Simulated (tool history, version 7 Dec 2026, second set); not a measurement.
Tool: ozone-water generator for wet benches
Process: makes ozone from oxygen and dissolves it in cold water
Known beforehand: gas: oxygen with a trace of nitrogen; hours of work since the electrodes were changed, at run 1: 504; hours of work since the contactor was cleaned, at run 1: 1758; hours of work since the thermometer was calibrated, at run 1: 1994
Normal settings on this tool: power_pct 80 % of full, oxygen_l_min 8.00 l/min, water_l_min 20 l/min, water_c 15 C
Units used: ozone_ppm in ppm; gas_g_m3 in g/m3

run,hour,power_pct,oxygen_l_min,water_l_min,water_c,hours of work since the electrodes were changed,hours of work since the contactor was cleaned,hours of work since the thermometer was calibrated,ozone_ppm,gas_g_m3
1,0.0,80,8.00,20,15,504,1758,1994,30.4,227.6
2,182.7,80,8.00,20,15,657,1910,2146,29.5,227.8
3,341.1,80,8.00,20,15,790,2043,2279,29.4,226.0
4,514.2,80,8.00,20,12,934,2187,2423,31.2,225.7
5,679.8,59,8.00,20,15,1073,2326,2562,24.7,191.3
6,784.0,80,8.00,20,15,1160,2413,2649,28.7,223.3
7,912.1,80,8.00,20,19,1267,2520,2756,27.1,224.7
8,1092.7,80,8.00,20,19,1418,2671,2907,26.7,222.4
# hour 1158.6: contactor cleaned
9,1252.3,80,8.00,20,19,1548,78,3037,27.9,222.0
10,1388.7,80,8.00,20,19,1662,192,3151,27.9,219.9
11,1485.6,80,8.00,20,15,1743,273,3232,29.7,216.2
12,1650.8,80,8.00,20,15,1881,411,3370,29.7,217.7
13,1754.6,80,8.00,20,15,1967,498,3457,29.6,219.2
14,1921.9,80,8.00,20,15,2107,638,3596,29.1,218.4
15,2097.7,80,8.00,20,15,2254,785,3743,29.1,214.8
16,2211.5,80,8.00,20,15,2349,880,3838,28.9,216.9
17,2333.8,80,8.00,20,15,2451,982,3941,29.1,216.0
18,2508.5,59,5.66,23,12,2597,1128,4087,22.6,219.7
19,2618.5,47,5.66,23,10,2689,1220,4178,20.4,194.3
20,2786.1,47,5.66,23,10,2829,1360,4319,20.1,193.9
# hour 2799.5: water thermometer calibrated
21,2921.1,47,14.32,23,17,2942,1472,102,17.0,119.2
22,3104.5,80,8.00,20,22,3095,1626,255,24.4,211.3
23,3314.6,80,10.00,29,15,3270,1801,430,19.3,185.8
24,3415.5,80,10.00,29,15,3355,1886,515,19.2,185.4
25,3502.5,44,8.00,20,15,3427,1958,587,19.9,154.7
26,3707.8,64,5.20,24,8,3599,2130,759,22.2,233.6
# hour 3772.0: water thermometer calibrated, once more
27,3853.0,63,8.00,20,15,3720,2251,68,24.2,182.7
28,3981.2,63,8.00,20,15,3827,2358,175,24.3,184.7
29,4131.9,80,13.65,13,16,3953,2484,301,32.2,154.2
30,4277.0,80,4.45,13,16,4074,2605,422,39.3,281.9
31,4363.7,99,4.45,13,19,4147,2677,495,41.3,311.2
# hour 4419.7: contactor cleaned
32,4479.2,99,4.45,13,19,4240,50,588,42.6,308.4
33,4689.7,99,4.45,13,19,4416,226,764,42.3,312.1
34,4790.5,99,4.45,13,19,4500,310,848,42.3,308.9

What differs in the tool's unlogged condition from the final listed run ahead of each entry between runs to the first listed run following it?
Between runs 8 and 9: contactor cleaned (hour 1158.6)
  yield of the discharge, % of new electrodes': 96.4 -> 96.1; contactor's efficiency, % of a clean one's: 89.4 -> 99.4; true water temperature over the reading, C: 0.53 -> 0.55
  measured value less the no-hidden-state value, ozone_ppm: -3.0 -> -1.6 ppm; gas_g_m3: -8.9 -> -9.7 g/m3
Between runs 20 and 21: water thermometer calibrated (hour 2799.5)
  yield of the discharge, % of new electrodes': 92.7 -> 92.5; contactor's efficiency, % of a clean one's: 95 -> 94.7; true water temperature over the reading, C: 0.76 -> 1.29
  measured value less the no-hidden-state value, ozone_ppm: -2.1 -> -2.1 ppm; gas_g_m3: -11.8 -> -7.5 g/m3
Between runs 26 and 27: water thermometer calibrated, once more (hour 3772.0)
  yield of the discharge, % of new electrodes': 90.8 -> 90.5; contactor's efficiency, % of a clean one's: 92.3 -> 91.9; true water temperature over the reading, C: 1.4 -> 0.08
  measured value less the no-hidden-state value, ozone_ppm: -3.5 -> -3.5 ppm; gas_g_m3: -22.7 -> -18.2 g/m3
Between runs 31 and 32: contactor cleaned (hour 4419.7)
  yield of the discharge, % of new electrodes': 89.4 -> 89.1; contactor's efficiency, % of a clean one's: 90.5 -> 99.8; true water temperature over the reading, C: 0.15 -> 0.17
  measured value less the no-hidden-state value, ozone_ppm: -7.7 -> -6.4 ppm; gas_g_m3: -44.3 -> -45.1 g/m3
